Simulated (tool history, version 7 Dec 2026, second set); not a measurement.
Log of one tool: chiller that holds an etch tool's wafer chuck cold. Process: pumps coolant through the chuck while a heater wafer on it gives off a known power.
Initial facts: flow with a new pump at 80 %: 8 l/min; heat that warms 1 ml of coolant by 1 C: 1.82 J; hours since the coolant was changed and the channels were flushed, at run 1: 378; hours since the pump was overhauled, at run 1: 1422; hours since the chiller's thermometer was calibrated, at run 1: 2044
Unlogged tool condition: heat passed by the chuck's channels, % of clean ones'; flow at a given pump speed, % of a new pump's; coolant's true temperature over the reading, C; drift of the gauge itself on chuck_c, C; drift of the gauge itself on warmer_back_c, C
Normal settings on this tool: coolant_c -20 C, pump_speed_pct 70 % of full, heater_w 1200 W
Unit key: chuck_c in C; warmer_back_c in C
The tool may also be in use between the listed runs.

| run | hour | coolant_c | pump_speed_pct | heater_w | hours since the coolant was changed and the channels were flushed | hours since the pump was overhauled | hours since the chiller's thermometer was calibrated | chuck_c | warmer_back_c |
|---|---|---|---|---|---|---|---|---|---|
| 1 | 0 | -20 | 70 | 1200 | 378 | 1422 | 2044 | -10.2 | 5.8 |
| 2 | 107.8 | -20 | 70 | 1200 | 486 | 1530 | 2152 | -10.2 | 5.87 |
| 3 | 204.1 | -20 | 70 | 1200 | 582 | 1626 | 2248 | -10.3 | 5.79 |
| 4 | 269.9 | -20 | 70 | 1200 | 648 | 1692 | 2314 | -10.2 | 5.85 |
| 5 | 369.4 | -20 | 70 | 1200 | 747 | 1791 | 2414 | -10.1 | 5.81 |
| 6 | 464.5 | -20 | 70 | 1200 | 842 | 1886 | 2509 | -10.1 | 5.84 |
| 7 | 590.3 | -20 | 70 | 663 | 968 | 2012 | 2635 | -14.7 | 3.19 |
| 8 | 688.9 | -20 | 70 | 663 | 1067 | 2111 | 2733 | -14.6 | 3.17 |
| 9 | 788.3 | -20 | 70 | 663 | 1166 | 2210 | 2833 | -14.6 | 3.24 |
| 10 | 908.3 | -20 | 70 | 663 | 1286 | 2330 | 2953 | -14.7 | 3.19 |
| 11 | 1025.4 | -20 | 70 | 663 | 1403 | 2447 | 3070 | -14.9 | 3.24 |
| 12 | 1150.1 | -20 | 63 | 1200 | 1528 | 2572 | 3194 | -9.2 | 6.56 |
| 13 | 1237 | -20 | 70 | 776 | 1615 | 2659 | 3281 | -13.7 | 3.81 |
| 14 | 1346.4 | -20 | 70 | 1200 | 1724 | 2768 | 3391 | -10.1 | 5.94 |
| 15 | 1471.7 | -20 | 70 | 1200 | 1850 | 2894 | 3516 | -9.8 | 5.93 |
| 16 | 1568.1 | -13 | 68 | 1483 | 1946 | 2990 | 3612 | -0.1 | 7.53 |
| 17 | 1691.7 | -13 | 69 | 1483 | 2070 | 3114 | 3736 | -0.4 | 7.44 |
| 18 | 1772.8 | -21 | 87 | 1160 | 2151 | 3195 | 3817 | -12.8 | 4.53 |
| 19 | 1868.8 | -25 | 65 | 879 | 2247 | 3291 | 3913 | -17.2 | 4.72 |
| 20 | 1994.8 | -19 | 70 | 1200 | 2373 | 3417 | 4039 | -8.9 | 5.98 |
|  | 2047.9 | chiller's thermometer calibrated |
| 21 | 2049.5 | -19 | 92 | 907 | 2426 | 3470 | 2 | -12.1 | 3.33 |
| 22 | 2106.6 | -28 | 70 | 1200 | 2483 | 3528 | 59 | -17 | 5.95 |
| 23 | 2170.1 | -20 | 67 | 965 | 2547 | 3591 | 122 | -10.8 | 5.02 |
| 24 | 2274.5 | -20 | 67 | 965 | 2651 | 3696 | 227 | -11.1 | 5.04 |
| 25 | 2368.6 | -20 | 67 | 965 | 2745 | 3790 | 321 | -11 | 5.04 |
| 26 | 2441 | -29 | 97 | 1337 | 2818 | 3862 | 393 | -19.3 | 4.76 |
| 27 | 2531.8 | -20 | 75 | 1200 | 2909 | 3953 | 484 | -9.5 | 5.56 |

What if the next run were any one of these 4? Each begins from the tool's condition after run 27:
| A | 2600.7 | -20 | 83 | 1200 | 2978 | 4022 | 553 | ? | ? |
| B | 2600.7 | -20 | 68 | 679 | 2978 | 4022 | 553 | ? | ? |
| C | 2600.7 | -25 | 75 | 1200 | 2978 | 4022 | 553 | ? | ? |
| D | 2600.7 | -22 | 75 | 1200 | 2978 | 4022 | 553 | ? | ? |

| run | chuck_c | warmer_back_c |
|---|---|---|
| A | -10.3 | 5.03 |
| B | -13.7 | 3.49 |
| C | -14.7 | 5.56 |
| D | -11.7 | 5.58 |
The same runs, with their run-to-run variation unchanged, on a tool lacking any hidden condition would have given:
| run | chuck_c | warmer_back_c |
|---|---|---|
| A | -11.1 | 4.75 |
| B | -14.1 | 3.3 |
| C | -15.5 | 5.26 |
| D | -12.6 | 5.27 |

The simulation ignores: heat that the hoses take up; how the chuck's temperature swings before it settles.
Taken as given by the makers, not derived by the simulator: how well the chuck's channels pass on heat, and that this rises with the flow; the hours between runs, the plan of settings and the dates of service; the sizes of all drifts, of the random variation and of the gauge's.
